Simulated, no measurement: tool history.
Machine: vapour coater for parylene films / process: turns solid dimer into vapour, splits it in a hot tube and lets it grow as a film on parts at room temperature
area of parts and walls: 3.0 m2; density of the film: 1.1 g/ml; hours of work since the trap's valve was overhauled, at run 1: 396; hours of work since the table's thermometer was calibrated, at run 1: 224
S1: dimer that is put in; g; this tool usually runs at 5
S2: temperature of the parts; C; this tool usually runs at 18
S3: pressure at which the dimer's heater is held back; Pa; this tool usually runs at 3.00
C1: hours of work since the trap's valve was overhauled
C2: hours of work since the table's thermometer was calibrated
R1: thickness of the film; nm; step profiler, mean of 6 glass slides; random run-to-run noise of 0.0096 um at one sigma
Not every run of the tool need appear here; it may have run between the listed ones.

run,hour,S1,S2,S3,C1,C2,R1
1,0.0,5,18,3.00,396,224,945
2,27.8,5,18,5.99,417,246,822
3,60.2,5,18,5.99,443,271,813
4,86.5,5,18,5.99,464,292,813
# hour 110.3: trap's valve overhauled
5,125.7,5,18,5.99,12,320,769
6,178.0,5,18,3.00,53,361,877
7,215.4,5,21,3.00,83,390,800
# hour 222.2: trap's valve overhauled, once more
8,260.8,5,18,3.00,30,423,1026
9,296.0,5,18,3.00,58,451,1010
10,329.6,5,18,3.00,85,477,1012
11,383.4,5,18,3.00,127,520,987
12,420.8,5,18,3.00,157,549,996
13,452.5,5,18,3.00,182,574,996
14,477.5,5,18,3.00,202,594,983
15,502.9,5,18,3.00,222,614,996
16,528.7,5,18,3.00,242,635,963
17,557.6,5,18,3.00,265,657,962
18,609.9,5,18,3.00,306,699,968
19,658.9,5,18,3.00,345,737,962
20,706.3,5,18,3.00,382,775,962
21,739.4,5,18,5.13,408,801,848
22,763.3,5,18,3.00,427,820,924
23,791.8,5,14,7.52,450,842,859
24,815.6,5,14,7.52,468,861,866
# hour 836.1: trap's valve overhauled
25,856.0,8,18,3.58,16,890,1562
26,884.8,8,12,3.58,38,913,1871
27,926.7,5,13,3.58,71,946,1139
28,951.2,3,11,3.18,91,965,721
29,1000.2,5,13,3.00,129,1004,1152
30,1028.1,5,18,2.02,151,1026,1080
31,1052.9,5,18,2.02,171,1045,1076
32,1103.2,6,23,2.30,211,1085,1059
33,1131.7,2,23,4.02,233,1107,320
34,1169.7,2,14,11.32,263,1137,323
35,1204.1,2,14,11.32,290,1164,326
36,1254.1,3,10,9.01,330,1204,567
37,1280.6,2,28,7.70,351,1225,224
38,1327.5,2,28,7.70,388,1262,232
39,1349.5,5,20,3.15,405,1279,876
40,1371.9,5,20,3.15,423,1297,898
41,1403.4,4,18,3.00,448,1322,741
# hour 1449.5: trap's valve overhauled
42,1449.5,4,18,3.00,0,1355,794
43,1493.2,2,28,3.00,35,1390,316

Hidden condition of the tool, last listed run before each entry between runs versus first listed run after:
Run 4 -> run 5: trap's valve overhauled (hour 110.3)
  vapour lost through the trap's worn valve, %: 7.9 -> 12.9; true temperature of the parts over the reading, C: 0.12 -> 0.13
  measured value less the no-hidden-state value, R1: -72 -> -117 nm
Run 7 -> run 8: trap's valve overhauled, once more (hour 222.2)
  vapour lost through the trap's worn valve, %: 14.1 -> 0.7; true temperature of the parts over the reading, C: 0.16 -> 0.18
  measured value less the no-hidden-state value, R1: -136 -> -12 nm
Run 24 -> run 25: trap's valve overhauled (hour 836.1)
  vapour lost through the trap's worn valve, %: 7.5 -> 0.5; true temperature of the parts over the reading, C: 0.39 -> 0.41
  measured value less the no-hidden-state value, R1: -81 -> -26 nm
Run 41 -> run 42: trap's valve overhauled (hour 1449.5)
  vapour lost through the trap's worn valve, %: 7.4 -> 0.4; true temperature of the parts over the reading, C: 0.62 -> 0.63
  measured value less the no-hidden-state value, R1: -75 -> -19 nm
